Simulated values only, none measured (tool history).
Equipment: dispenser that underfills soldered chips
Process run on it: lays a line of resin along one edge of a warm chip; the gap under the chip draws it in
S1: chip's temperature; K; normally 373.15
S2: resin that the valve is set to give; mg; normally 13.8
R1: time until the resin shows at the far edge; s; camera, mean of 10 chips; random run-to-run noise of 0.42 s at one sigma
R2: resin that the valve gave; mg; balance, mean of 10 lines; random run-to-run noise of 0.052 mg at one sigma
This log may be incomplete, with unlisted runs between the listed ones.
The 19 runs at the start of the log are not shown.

| run | hour | S1 | S2 | R1 | R2 |
|---|---|---|---|---|---|
| 20 | 157.2 | 370.15 | 13.8 | 42.6 | 13.39 |
|  | 159.7 | new syringe of resin |
|  | 163.2 | dispensing valve cleaned and set on the balance |
| 21 | 164.5 | 385.15 | 17.5 | 19.3 | 17.46 |
|  | 171.3 | new syringe of resin |
| 22 | 174.2 | 375.15 | 13.8 | 29.6 | 13.77 |
| 23 | 179.3 | 375.15 | 13.8 | 34.9 | 13.76 |
|  | 181.9 | new syringe of resin |
| 24 | 186.7 | 376.15 | 14.1 | 30.7 | 14 |
|  | 192.6 | new syringe of resin |
| 25 | 193.5 | 388.15 | 13 | 16.5 | 12.85 |
| 26 | 202 | 383.15 | 13 | 26.2 | 12.82 |
|  | 203.8 | new syringe of resin |
| 27 | 209.8 | 384.15 | 14.2 | 22.9 | 14 |
|  | 214.4 | new syringe of resin |
| 28 | 216.5 | 385.15 | 13.6 | 19.1 | 13.41 |
| 29 | 222.4 | 382.15 | 14.3 | 26.1 | 14.02 |
|  | 225.4 | new syringe of resin |
| 30 | 233.2 | 382.15 | 14.3 | 25.9 | 13.93 |
|  | 236.1 | new syringe of resin |
| 31 | 238.2 | 375.15 | 15.5 | 28.6 | 15.13 |
| 32 | 244.3 | 386.15 | 17.1 | 21.1 | 16.74 |
|  | 246.9 | new syringe of resin |
| 33 | 254.2 | 373.15 | 17.8 | 35.2 | 17.36 |
|  | 257.7 | new syringe of resin |
| 34 | 259.6 | 373.15 | 17.8 | 31.4 | 17.3 |

Below are 3 alternative next runs, each starting from the tool's condition after run 34. Predict each:
| A | 266 | 370.15 | 16.5 | ? | ? |
| B | 266 | 386.15 | 16.6 | ? | ? |
| C | 266 | 380.15 | 12.5 | ? | ? |

| run | R1 | R2 |
|---|---|---|
| A | 42.8 | 16.09 |
| B | 21.2 | 16.16 |
| C | 29.1 | 12.17 |
Without the tool's hidden state the same runs would have given:
| run | R1 | R2 |
|---|---|---|
| A | 33.4 | 16.54 |
| B | 16.5 | 16.61 |
| C | 22.6 | 12.51 |

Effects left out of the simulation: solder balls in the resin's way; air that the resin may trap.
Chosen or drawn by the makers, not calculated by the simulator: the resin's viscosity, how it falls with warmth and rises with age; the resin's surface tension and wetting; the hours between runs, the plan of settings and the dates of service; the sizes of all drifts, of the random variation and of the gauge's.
